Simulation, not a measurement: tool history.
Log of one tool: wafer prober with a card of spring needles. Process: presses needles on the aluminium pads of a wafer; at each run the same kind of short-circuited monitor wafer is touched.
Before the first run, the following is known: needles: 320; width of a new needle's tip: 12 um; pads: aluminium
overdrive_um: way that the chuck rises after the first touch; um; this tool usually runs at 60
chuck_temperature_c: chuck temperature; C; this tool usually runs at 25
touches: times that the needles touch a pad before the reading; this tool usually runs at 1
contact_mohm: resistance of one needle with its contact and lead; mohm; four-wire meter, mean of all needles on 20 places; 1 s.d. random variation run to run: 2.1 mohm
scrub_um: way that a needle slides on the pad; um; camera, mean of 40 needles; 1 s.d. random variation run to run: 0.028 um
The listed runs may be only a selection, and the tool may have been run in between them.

| run | hour | overdrive_um | chuck_temperature_c | touches | contact_mohm | scrub_um |
|---|---|---|---|---|---|---|
| 1 | 0 | 60 | 25 | 1 | 300 | 10.46 |
|  | 13.8 | tips cleaned on abrasive film |
|  | 42.7 | tips cleaned on abrasive film |
|  | 69.7 | tips cleaned on abrasive film |
| 2 | 69.7 | 60 | 25 | 1 | 238 | 10.41 |
|  | 99.3 | tips cleaned on abrasive film |
| 3 | 99.4 | 60 | 25 | 1 | 245 | 10.36 |
|  | 125.6 | tips cleaned on abrasive film |
| 4 | 148.1 | 60 | 25 | 1 | 327 | 10.34 |
|  | 152.4 | tips cleaned on abrasive film |
|  | 160.1 | height of the first contact set anew |
|  | 182.3 | tips cleaned on abrasive film |
| 5 | 187.9 | 60 | 25 | 1 | 273 | 10.25 |
|  | 208.3 | tips cleaned on abrasive film |
|  | 237.1 | tips cleaned on abrasive film |
| 6 | 255.9 | 60 | 25 | 1 | 330 | 10.19 |
|  | 262 | tips cleaned on abrasive film |
|  | 288.6 | tips cleaned on abrasive film |
| 7 | 307.2 | 60 | 25 | 1 | 327 | 10.14 |
|  | 314.5 | tips cleaned on abrasive film |
|  | 339.9 | tips cleaned on abrasive film |
|  | 352.3 | height of the first contact set anew |
|  | 366.9 | tips cleaned on abrasive film |
| 8 | 372.7 | 60 | 25 | 1 | 285 | 10.42 |
|  | 392.8 | tips cleaned on abrasive film |
|  | 420.2 | tips cleaned on abrasive film |
| 9 | 420.4 | 60 | 25 | 1 | 248 | 10.41 |
|  | 449.4 | tips cleaned on abrasive film |
|  | 475.3 | tips cleaned on abrasive film |
| 10 | 485.7 | 60 | 25 | 3 | 263 | 10.43 |
|  | 504.3 | tips cleaned on abrasive film |
| 11 | 519.1 | 60 | 25 | 1 | 316 | 10.38 |
|  | 531.2 | tips cleaned on abrasive film |
|  | 543.1 | height of the first contact set anew |
|  | 556.9 | tips cleaned on abrasive film |
|  | 581.4 | tips cleaned on abrasive film |
|  | 586 | height of the first contact set anew, once more |
| 12 | 586 | 60 | 25 | 1 | 279 | 10.47 |
|  | 608.3 | tips cleaned on abrasive film |
| 13 | 630.1 | 60 | 25 | 1 | 337 | 10.43 |
|  | 634.4 | tips cleaned on abrasive film |
|  | 662.3 | tips cleaned on abrasive film |
| 14 | 670.8 | 60 | 25 | 1 | 300 | 10.39 |
|  | 691.9 | tips cleaned on abrasive film |
|  | 718.5 | tips cleaned on abrasive film |
| 15 | 720.5 | 60 | 48 | 1 | 259 | 10.38 |
|  | 743.5 | tips cleaned on abrasive film |
|  | 770.2 | tips cleaned on abrasive film |
|  | 776.3 | height of the first contact set anew |
| 16 | 784.5 | 60 | 48 | 1 | 320 | 10.51 |
|  | 800.5 | tips cleaned on abrasive film |
|  | 826.3 | tips cleaned on abrasive film |
|  | 851.3 | tips cleaned on abrasive film |
| 17 | 851.3 | 59 | 71 | 1 | 253 | 10.22 |
|  | 879.2 | tips cleaned on abrasive film |
|  | 905.6 | tips cleaned on abrasive film |
| 18 | 905.6 | 60 | 80 | 1 | 268 | 10.36 |
|  | 935.2 | tips cleaned on abrasive film |
|  | 961.6 | tips cleaned on abrasive film |
|  | 968 | height of the first contact set anew |
| 19 | 971.6 | 55 | 43 | 1 | 315 | 9.57 |
|  | 987.1 | tips cleaned on abrasive film |
|  | 1011.6 | tips cleaned on abrasive film |
| 20 | 1028.2 | 64 | 66 | 1 | 320 | 11.17 |
|  | 1036 | tips cleaned on abrasive film |
|  | 1065 | tips cleaned on abrasive film |
| 21 | 1080.5 | 51 | 78 | 1 | 367 | 8.84 |
|  | 1089.7 | tips cleaned on abrasive film |
|  | 1115.4 | tips cleaned on abrasive film |
| 22 | 1139.4 | 44 | 25 | 1 | 452 | 7.57 |
|  | 1142.9 | tips cleaned on abrasive film |
|  | 1162.7 | height of the first contact set anew |
|  | 1167.6 | tips cleaned on abrasive film |
|  | 1194.8 | tips cleaned on abrasive film |
| 23 | 1206.6 | 44 | 25 | 1 | 405 | 7.65 |
|  | 1221.2 | tips cleaned on abrasive film |
|  | 1250.2 | tips cleaned on abrasive film |
|  | 1275.4 | tips cleaned on abrasive film |
| 24 | 1276.4 | 60 | 30 | 2 | 247 | 10.38 |
|  | 1299.8 | tips cleaned on abrasive film |
|  | 1326 | tips cleaned on abrasive film |
| 25 | 1341.9 | 53 | 80 | 1 | 370 | 9.11 |
|  | 1351.1 | tips cleaned on abrasive film |
|  | 1357 | height of the first contact set anew |
|  | 1379.4 | tips cleaned on abrasive film |
| 26 | 1391.7 | 53 | 80 | 1 | 353 | 9.23 |
|  | 1404.9 | tips cleaned on abrasive film |
|  | 1429.9 | tips cleaned on abrasive film |
|  | 1456.6 | tips cleaned on abrasive film |
| 27 | 1456.6 | 53 | 80 | 1 | 272 | 9.14 |
|  | 1481.6 | tips cleaned on abrasive film |
|  | 1507.2 | tips cleaned on abrasive film |
| 28 | 1512 | 53 | 80 | 2 | 295 | 9.12 |
|  | 1535.6 | tips cleaned on abrasive film |
|  | 1546.6 | height of the first contact set anew |
|  | 1562.7 | tips cleaned on abrasive film |
| 29 | 1572.9 | 48 | 41 | 2 | 320 | 8.33 |

Each row is a separate what-if for the run after 29, all from the same tool condition, not one after another. Results?
|  | 1590.8 | tips cleaned on abrasive film |
|  | 1618.2 | tips cleaned on abrasive film |
| A | 1640.5 | 41 | 25 | 2 | ? | ? |
|  | 1590.8 | tips cleaned on abrasive film |
|  | 1618.2 | tips cleaned on abrasive film |
| B | 1640.5 | 48 | 94 | 1 | ? | ? |
|  | 1590.8 | tips cleaned on abrasive film |
|  | 1618.2 | tips cleaned on abrasive film |
| C | 1640.5 | 51 | 31 | 1 | ? | ? |
|  | 1590.8 | tips cleaned on abrasive film |
|  | 1618.2 | tips cleaned on abrasive film |
| D | 1640.5 | 80 | 25 | 1 | ? | ? |

| run | contact_mohm | scrub_um |
|---|---|---|
| A | 392 | 7.11 |
| B | 425 | 8.35 |
| C | 400 | 8.83 |
| D | 302 | 13.87 |
What these runs would have given with no unlogged condition in the tool:
| run | contact_mohm | scrub_um |
|---|---|---|
| A | 238 | 7.19 |
| B | 257 | 8.42 |
| C | 237 | 8.9 |
| D | 229 | 13.95 |

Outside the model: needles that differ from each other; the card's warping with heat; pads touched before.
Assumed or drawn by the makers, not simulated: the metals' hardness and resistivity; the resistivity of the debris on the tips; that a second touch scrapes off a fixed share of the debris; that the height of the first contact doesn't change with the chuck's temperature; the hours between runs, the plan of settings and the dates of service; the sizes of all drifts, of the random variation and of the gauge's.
